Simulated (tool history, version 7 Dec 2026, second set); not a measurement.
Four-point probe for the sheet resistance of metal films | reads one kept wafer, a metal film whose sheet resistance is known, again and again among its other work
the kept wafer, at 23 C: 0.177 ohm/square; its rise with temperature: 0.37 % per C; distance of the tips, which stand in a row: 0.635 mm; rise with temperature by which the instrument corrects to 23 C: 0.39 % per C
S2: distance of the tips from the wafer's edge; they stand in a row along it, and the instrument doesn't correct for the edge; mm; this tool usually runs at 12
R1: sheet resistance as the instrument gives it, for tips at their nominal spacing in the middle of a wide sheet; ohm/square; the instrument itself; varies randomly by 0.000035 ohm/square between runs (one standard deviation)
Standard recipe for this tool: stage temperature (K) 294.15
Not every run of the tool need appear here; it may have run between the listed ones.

Run 1, hour 0: usual settings. Result: R1 0.177994 ohm/square.
Run 2, hour 31.9: usual settings but S2 4 mm. Result: R1 0.180159 ohm/square.
Run 3, hour 91.3: usual settings. Result: R1 0.178113 ohm/square.
Run 4, hour 123.4: usual settings. Result: R1 0.178087 ohm/square.
Run 5, hour 175.1: usual settings. Result: R1 0.178206 ohm/square.
Run 6, hour 241.8: usual settings. Result: R1 0.178186 ohm/square.
Run 7, hour 283.7: usual settings. Result: R1 0.178284 ohm/square.
Run 8, hour 344.1: usual settings but S2 47 mm. Result: R1 0.17801 ohm/square.
Run 9, hour 402.3: usual settings but S2 47 mm. Result: R1 0.178087 ohm/square.
Run 10, hour 455.8: usual settings but S2 47 mm. Result: R1 0.178093 ohm/square.
Run 11, hour 526.1: usual settings but S2 47 mm. Result: R1 0.178125 ohm/square.
Run 12, hour 589.2: usual settings but S2 47 mm. Result: R1 0.178164 ohm/square.
Run 13, hour 638.1: usual settings but stage temperature (K) 295.15, S2 6 mm. Result: R1 0.179263 ohm/square.
Run 14, hour 680.2: usual settings but stage temperature (K) 292.15, S2 6 mm. Result: R1 0.179336 ohm/square.
At hour 744.5: new probe head fitted.
Run 15, hour 753.5: usual settings but stage temperature (K) 292.15, S2 6 mm. Result: R1 0.177994 ohm/square.
Run 16, hour 825: usual settings but stage temperature (K) 292.15, S2 6 mm. Result: R1 0.178078 ohm/square.
Run 17, hour 858.5: usual settings but stage temperature (K) 292.15, S2 6 mm. Result: R1 0.178108 ohm/square.
Run 18, hour 908.5: usual settings but stage temperature (K) 304.15, S2 10 mm. Result: R1 0.177213 ohm/square.
Run 19, hour 969.4: usual settings but S2 41 mm. Result: R1 0.177065 ohm/square.
Run 20, hour 1002: usual settings but stage temperature (K) 291.15. Result: R1 0.177361 ohm/square.
Run 21, hour 1059.9: usual settings but stage temperature (K) 305.15, S2 34 mm. Result: R1 0.176851 ohm/square.
Run 22, hour 1096.5: usual settings but stage temperature (K) 305.15, S2 54 mm. Result: R1 0.176887 ohm/square.

Each row is a separate what-if for the run after 22, all from the same tool condition, not one after another. Results?
Run A, hour 1167: usual settings but stage temperature (K) 303.15, S2 54 mm. Result: R1 ?.
Run B, hour 1167: usual settings but stage temperature (K) 306.15, S2 54 mm. Result: R1 ?.
Run C, hour 1167: usual settings but S2 5 mm. Result: R1 ?.
Run D, hour 1167: usual settings but stage temperature (K) 297.15, S2 4 mm. Result: R1 ?.

run        R1
  A  0.176891
  B  0.176903
  C  0.178732
  D  0.179416
With no hidden state in the tool, these same runs would have given:
run        R1
  A  0.176767
  B   0.17678
  C  0.178601
  D  0.179287
